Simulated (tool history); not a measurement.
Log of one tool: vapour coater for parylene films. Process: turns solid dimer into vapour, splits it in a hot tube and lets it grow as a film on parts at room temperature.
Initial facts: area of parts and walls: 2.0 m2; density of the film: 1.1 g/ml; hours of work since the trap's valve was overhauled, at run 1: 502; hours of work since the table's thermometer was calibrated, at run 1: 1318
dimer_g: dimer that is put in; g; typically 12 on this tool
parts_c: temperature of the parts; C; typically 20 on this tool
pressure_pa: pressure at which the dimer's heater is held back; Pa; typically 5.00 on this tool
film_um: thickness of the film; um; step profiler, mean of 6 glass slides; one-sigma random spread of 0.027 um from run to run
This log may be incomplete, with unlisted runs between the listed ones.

| run | hour | dimer_g | parts_c | pressure_pa | hours of work since the trap's valve was overhauled | hours of work since the table's thermometer was calibrated | film_um |
|---|---|---|---|---|---|---|---|
| 1 | 0.0 | 12 | 20 | 5.00 | 502 | 1318 | 3.91 |
| 2 | 52.1 | 12 | 20 | 5.00 | 535 | 1351 | 3.85 |
|  | 103.4 | trap's valve overhauled |
| 3 | 114.3 | 12 | 20 | 5.00 | 7 | 1388 | 3.87 |
| 4 | 169.8 | 12 | 20 | 5.00 | 42 | 1423 | 3.89 |
| 5 | 216.2 | 12 | 20 | 5.00 | 72 | 1453 | 3.83 |
| 6 | 255.9 | 5 | 20 | 5.00 | 97 | 1478 | 1.61 |
| 7 | 301.6 | 12 | 20 | 5.00 | 126 | 1507 | 3.86 |
| 8 | 356.6 | 12 | 19 | 5.00 | 161 | 1542 | 4.02 |
| 9 | 404.9 | 12 | 19 | 5.00 | 191 | 1572 | 3.99 |
| 10 | 439.7 | 12 | 13 | 2.31 | 214 | 1594 | 5.27 |
| 11 | 497.2 | 12 | 13 | 2.31 | 250 | 1631 | 5.19 |
| 12 | 566.0 | 12 | 13 | 2.31 | 294 | 1675 | 5.16 |
| 13 | 605.8 | 12 | 15 | 7.98 | 319 | 1700 | 4.35 |
| 14 | 669.1 | 12 | 20 | 2.99 | 359 | 1740 | 4.06 |
| 15 | 738.2 | 11 | 20 | 8.14 | 403 | 1784 | 3.37 |
| 16 | 797.2 | 6 | 18 | 2.67 | 441 | 1821 | 2.19 |
| 17 | 844.8 | 6 | 18 | 2.67 | 471 | 1852 | 2.16 |

Each row is a separate what-if for the run after 17, all from the same tool condition, not one after another. Results?
| A | 872.7 | 16 | 20 | 5.00 | 489 | 1869 | ? |
| B | 872.7 | 12 | 31 | 7.09 | 489 | 1869 | ? |
| C | 872.7 | 6 | 26 | 2.67 | 489 | 1869 | ? |
| D | 872.7 | 20 | 26 | 6.28 | 489 | 1869 | ? |
| E | 872.7 | 10 | 24 | 11.29 | 489 | 1869 | ? |

| run | film_um |
|---|---|
| A | 5.15 |
| B | 2.57 |
| C | 1.68 |
| D | 5.15 |
| E | 2.64 |
The same runs, with their run-to-run variation unchanged, on a tool lacking any hidden condition would have given:
| run | film_um |
|---|---|
| A | 5.17 |
| B | 2.58 |
| C | 1.69 |
| D | 5.17 |
| E | 2.65 |
